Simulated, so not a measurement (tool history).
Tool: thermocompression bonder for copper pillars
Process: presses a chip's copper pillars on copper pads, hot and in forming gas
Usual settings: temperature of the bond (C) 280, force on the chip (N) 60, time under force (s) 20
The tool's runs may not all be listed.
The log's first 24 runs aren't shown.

run	day	temperature of the bond (C)	force on the chip (N)	time under force (s)	force that shears a chip off (N)
25	13.508	284	60	20	88.0
26	14.154	298	60	12	88.1
27	14.633	306	60	22	111.0
28	14.996	306	60	22	112.9
29	15.504	306	60	22	110.8
30	16.212	306	50	17	98.0
31	16.942	273	79	48	110.4
# day 17.079: forming gas filter changed
32	17.700	279	68	30	97.8
33	18.312	280	83	24	101.2
34	18.738	262	83	14	67.2
35	19.367	262	83	14	67.4
36	20.071	262	51	48	84.3
37	20.517	283	57	37	102.6
38	20.938	274	72	11	68.7
39	21.621	266	41	15	51.4
40	22.146	266	41	15	52.1
41	22.658	305	41	15	87.0

Forecast each of these 3 alternatives for the next run:
A	23.421	280	73	52	?
B	23.421	305	37	15	?
C	23.421	276	72	20	?

run	force that shears a chip off (N)
A	117.5
B	84.7
C	84.9
Without the tool's hidden state the same runs would have given:
run	force that shears a chip off (N)
A	117.6
B	84.7
C	85.0
